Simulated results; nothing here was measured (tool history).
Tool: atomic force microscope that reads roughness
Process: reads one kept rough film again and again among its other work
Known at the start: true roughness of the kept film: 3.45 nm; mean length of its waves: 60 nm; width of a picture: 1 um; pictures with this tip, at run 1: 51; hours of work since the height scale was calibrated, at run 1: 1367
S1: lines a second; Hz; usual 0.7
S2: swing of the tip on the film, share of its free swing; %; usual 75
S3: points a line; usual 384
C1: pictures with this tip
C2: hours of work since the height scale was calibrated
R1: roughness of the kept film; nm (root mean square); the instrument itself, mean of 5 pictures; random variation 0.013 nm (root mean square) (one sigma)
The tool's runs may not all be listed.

run	hour	S1	S2	S3	C1	C2	R1
1	0	0.7	75	384	51	1367	2.876
# hour 18.9: new tip fitted
2	63	0.7	75	384	54	1412	2.877
# hour 83.8: new tip fitted
3	99.7	0.7	75	384	19	1438	3.008
# hour 147.9: new tip fitted
4	148.1	0.7	75	384	1	1473	3.135
5	200.9	0.7	75	384	66	1510	2.835
# hour 208.1: new tip fitted
6	260.3	0.7	75	384	65	1553	2.82
# hour 267.6: new tip fitted
7	324.3	0.7	75	384	70	1598	2.789
# hour 330.2: new tip fitted
8	352.1	0.7	75	384	27	1618	2.979
9	388.1	1.525	75	619	71	1644	2.659
# hour 393.9: new tip fitted
10	438.3	3.043	76	384	55	1679	2.471
# hour 453.8: new tip fitted
11	484.4	1.603	83	373	38	1712	2.67
# hour 514.7: new tip fitted
12	548.3	1.476	75	802	41	1758	2.778
# hour 577.9: new tip fitted
13	602.7	2.547	86	656	31	1796	2.411
14	635.9	2.547	86	656	72	1820	2.249
# hour 639.8: new tip fitted
15	667.1	0.7	70	384	34	1842	2.996

Some steps in R1 between neighbouring runs. How much of each would the tool show without its hidden state too (settings, what came in, random variation), and how much is left for the hidden state, with any gauge scatter that isn't in both results?
The hidden state here: radius of the tip, nm; height scale over the true one, %; drift of the gauge itself on roughness_nm, %.
Run 4 -> 5: no setting changed, nothing entered. R1 -0.3 nm (root mean square): hidden state -0.31, all else +0.01.
Run 14 -> 15: S1 2.547 -> 0.7, S2 86 -> 70, S3 656 -> 384, new tip fitted. R1 +0.747 nm (root mean square): hidden state +0.12, all else +0.627.

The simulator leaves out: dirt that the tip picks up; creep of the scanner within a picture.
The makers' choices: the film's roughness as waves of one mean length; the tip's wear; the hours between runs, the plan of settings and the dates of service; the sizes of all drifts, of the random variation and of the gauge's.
